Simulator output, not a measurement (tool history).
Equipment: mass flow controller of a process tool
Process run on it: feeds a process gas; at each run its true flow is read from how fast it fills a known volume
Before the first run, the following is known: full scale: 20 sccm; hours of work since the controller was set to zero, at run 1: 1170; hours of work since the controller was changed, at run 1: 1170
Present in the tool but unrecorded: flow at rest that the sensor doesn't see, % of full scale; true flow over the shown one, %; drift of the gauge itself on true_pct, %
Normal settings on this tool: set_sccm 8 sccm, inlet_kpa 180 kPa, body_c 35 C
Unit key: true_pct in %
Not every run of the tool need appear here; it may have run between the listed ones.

| run | hour | set_sccm | inlet_kpa | body_c | hours of work since the controller was set to zero | hours of work since the controller was changed | true_pct |
|---|---|---|---|---|---|---|---|
| 1 | 0.0 | 8 | 180 | 35 | 1170 | 1170 | 98.73 |
| 2 | 75.4 | 8 | 180 | 35 | 1216 | 1216 | 98.79 |
| 3 | 118.2 | 8 | 180 | 39 | 1243 | 1243 | 98.68 |
| 4 | 162.8 | 8 | 260 | 35 | 1270 | 1270 | 99.17 |
| 5 | 201.6 | 8 | 260 | 35 | 1294 | 1294 | 99.14 |
| 6 | 237.4 | 8 | 260 | 35 | 1316 | 1316 | 99.12 |
| 7 | 289.0 | 8 | 275 | 35 | 1348 | 1348 | 99.29 |
| 8 | 357.8 | 8 | 275 | 35 | 1390 | 1390 | 99.14 |
| 9 | 441.3 | 8 | 180 | 35 | 1441 | 1441 | 98.73 |
| 10 | 488.8 | 8 | 180 | 34 | 1471 | 1471 | 98.79 |
| 11 | 565.6 | 8 | 180 | 34 | 1518 | 1518 | 98.66 |
| 12 | 613.4 | 8 | 180 | 34 | 1547 | 1547 | 98.67 |
| 13 | 652.1 | 15 | 180 | 34 | 1571 | 1571 | 99.63 |
| 14 | 728.5 | 8 | 180 | 24 | 1618 | 1618 | 98.98 |
| 15 | 805.5 | 8 | 180 | 35 | 1665 | 1665 | 98.66 |
| 16 | 868.0 | 12 | 180 | 35 | 1704 | 1704 | 99.26 |
| 17 | 909.5 | 8 | 180 | 25 | 1729 | 1729 | 98.89 |
| 18 | 952.0 | 10 | 180 | 35 | 1756 | 1756 | 99.04 |
| 19 | 1031.2 | 10 | 180 | 35 | 1804 | 1804 | 99.03 |
| 20 | 1088.8 | 10 | 180 | 31 | 1840 | 1840 | 99.08 |
| 21 | 1172.8 | 10 | 180 | 31 | 1891 | 1891 | 99.16 |
| 22 | 1250.1 | 8 | 180 | 35 | 1939 | 1939 | 98.57 |
| 23 | 1303.1 | 8 | 180 | 35 | 1972 | 1972 | 98.58 |
| 24 | 1364.9 | 9 | 180 | 35 | 2010 | 2010 | 98.84 |
| 25 | 1399.8 | 9 | 180 | 35 | 2031 | 2031 | 98.88 |
| 26 | 1467.7 | 9 | 180 | 35 | 2073 | 2073 | 98.79 |
| 27 | 1511.9 | 9 | 180 | 35 | 2100 | 2100 | 98.78 |

Run 28 comes next. What will it give?
| 28 | 1561.7 | 9 | 180 | 35 | 2131 | 2131 | ? |

Logged for run 28: true_pct 98.76 %.
Minus the tool's unlogged condition, the same run would have read true_pct 98.76 %.
